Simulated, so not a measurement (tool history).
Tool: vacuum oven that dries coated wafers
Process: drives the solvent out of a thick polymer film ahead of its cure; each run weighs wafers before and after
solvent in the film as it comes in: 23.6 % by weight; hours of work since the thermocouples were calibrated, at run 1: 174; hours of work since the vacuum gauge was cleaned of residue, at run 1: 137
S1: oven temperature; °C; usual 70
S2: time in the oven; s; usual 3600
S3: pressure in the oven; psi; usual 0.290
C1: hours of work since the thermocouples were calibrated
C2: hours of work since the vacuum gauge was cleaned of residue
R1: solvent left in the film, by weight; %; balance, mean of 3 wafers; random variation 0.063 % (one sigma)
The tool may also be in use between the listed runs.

| run | day | S1 | S2 | S3 | C1 | C2 | R1 |
|---|---|---|---|---|---|---|---|
| 1 | 0.000 | 70 | 3600 | 0.290 | 174 | 137 | 3.83 |
| 2 | 0.579 | 70 | 3600 | 0.290 | 183 | 146 | 3.93 |
| 3 | 0.933 | 66 | 3600 | 0.290 | 188 | 152 | 5.97 |
| 4 | 1.221 | 70 | 5940 | 0.290 | 192 | 156 | 2.00 |
| 5 | 1.608 | 70 | 5940 | 0.290 | 198 | 162 | 2.08 |
| 6 | 2.004 | 80 | 3600 | 0.290 | 204 | 168 | 1.10 |
| 7 | 2.546 | 70 | 3600 | 0.290 | 212 | 176 | 3.77 |
| 8 | 2.929 | 70 | 3600 | 0.290 | 218 | 182 | 3.87 |
| 9 | 3.412 | 70 | 3600 | 0.405 | 226 | 189 | 4.28 |
| 10 | 3.679 | 70 | 3600 | 0.405 | 230 | 193 | 4.31 |
| 11 | 4.046 | 71 | 5220 | 0.239 | 235 | 199 | 1.86 |
| 12 | 4.421 | 66 | 4020 | 0.541 | 241 | 204 | 6.41 |
| 13 | 4.925 | 75 | 6300 | 0.467 | 249 | 212 | 1.86 |
| 14 | 5.450 | 81 | 3960 | 0.290 | 257 | 220 | 1.02 |
| 15 | 6.033 | 80 | 2580 | 0.290 | 265 | 229 | 1.66 |
| 16 | 6.304 | 80 | 3060 | 0.290 | 269 | 233 | 1.21 |
| 17 | 6.738 | 61 | 3000 | 0.468 | 276 | 239 | 10.82 |
| 18 | 7.333 | 61 | 3000 | 0.468 | 285 | 248 | 11.05 |
| 19 | 7.621 | 61 | 3000 | 0.468 | 289 | 253 | 10.96 |

Forecast each of these 5 alternatives for the next run:
| A | 7.938 | 61 | 4560 | 0.567 | 294 | 258 | ? |
| B | 7.938 | 85 | 4260 | 1.011 | 294 | 258 | ? |
| C | 7.938 | 56 | 2340 | 0.399 | 294 | 258 | ? |
| D | 7.938 | 83 | 5700 | 0.819 | 294 | 258 | ? |
| E | 7.938 | 70 | 3600 | 0.167 | 294 | 258 | ? |

| run | R1 |
|---|---|
| A | 8.95 |
| B | 2.50 |
| C | 14.72 |
| D | 2.24 |
| E | 3.36 |
Without the tool's hidden state the same runs would have given:
| run | R1 |
|---|---|
| A | 8.96 |
| B | 2.50 |
| C | 14.73 |
| D | 2.24 |
| E | 3.37 |
